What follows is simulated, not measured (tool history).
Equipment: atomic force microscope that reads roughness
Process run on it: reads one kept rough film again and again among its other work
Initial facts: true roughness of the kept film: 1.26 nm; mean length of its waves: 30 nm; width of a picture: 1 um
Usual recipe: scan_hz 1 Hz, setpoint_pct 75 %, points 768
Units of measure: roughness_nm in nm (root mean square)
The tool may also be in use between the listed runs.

{"run": 1, "day": 0.0, "scan_hz": 1, "setpoint_pct": 75, "points": 768, "roughness_nm": 0.993}
{"day": 0.608, "done": "new tip fitted"}
{"run": 2, "day": 0.7, "scan_hz": 1, "setpoint_pct": 75, "points": 768, "roughness_nm": 1.115}
{"run": 3, "day": 1.242, "scan_hz": 1, "setpoint_pct": 75, "points": 293, "roughness_nm": 1.108}
{"run": 4, "day": 1.929, "scan_hz": 1, "setpoint_pct": 75, "points": 293, "roughness_nm": 1.089}
{"run": 5, "day": 2.242, "scan_hz": 2.86, "setpoint_pct": 75, "points": 768, "roughness_nm": 0.959}
{"run": 6, "day": 2.821, "scan_hz": 2.86, "setpoint_pct": 75, "points": 768, "roughness_nm": 0.95}
{"day": 2.925, "done": "height scale calibrated on a step standard"}
{"run": 7, "day": 3.271, "scan_hz": 2.86, "setpoint_pct": 75, "points": 768, "roughness_nm": 0.945}
{"run": 8, "day": 3.888, "scan_hz": 2.86, "setpoint_pct": 75, "points": 768, "roughness_nm": 0.944}
{"run": 9, "day": 4.258, "scan_hz": 0.76, "setpoint_pct": 74, "points": 785, "roughness_nm": 1.082}
{"run": 10, "day": 4.633, "scan_hz": 1.35, "setpoint_pct": 60, "points": 785, "roughness_nm": 1.081}
{"day": 5.0, "done": "height scale calibrated on a step standard, once more"}
{"run": 11, "day": 5.092, "scan_hz": 1.33, "setpoint_pct": 60, "points": 960, "roughness_nm": 1.08}
{"run": 12, "day": 5.583, "scan_hz": 1.02, "setpoint_pct": 71, "points": 960, "roughness_nm": 1.049}
{"run": 13, "day": 6.104, "scan_hz": 0.92, "setpoint_pct": 71, "points": 960, "roughness_nm": 1.046}
{"run": 14, "day": 6.538, "scan_hz": 0.92, "setpoint_pct": 72, "points": 340, "roughness_nm": 1.032}
{"run": 15, "day": 6.821, "scan_hz": 0.92, "setpoint_pct": 72, "points": 340, "roughness_nm": 1.033}

Forecast each of these 3 alternatives for the next run:
{"run": "A", "day": 7.138, "scan_hz": 1, "setpoint_pct": 69, "points": 768, "roughness_nm": "?"}
{"run": "B", "day": 7.138, "scan_hz": 0.66, "setpoint_pct": 60, "points": 716, "roughness_nm": "?"}
{"run": "C", "day": 7.138, "scan_hz": 2.19, "setpoint_pct": 72, "points": 292, "roughness_nm": "?"}

run=A roughness_nm=1.027
run=B roughness_nm=1.07
run=C roughness_nm=0.939
Without the tool's hidden state the same runs would have given:
run=A roughness_nm=1.142
run=B roughness_nm=1.19
run=C roughness_nm=1.044

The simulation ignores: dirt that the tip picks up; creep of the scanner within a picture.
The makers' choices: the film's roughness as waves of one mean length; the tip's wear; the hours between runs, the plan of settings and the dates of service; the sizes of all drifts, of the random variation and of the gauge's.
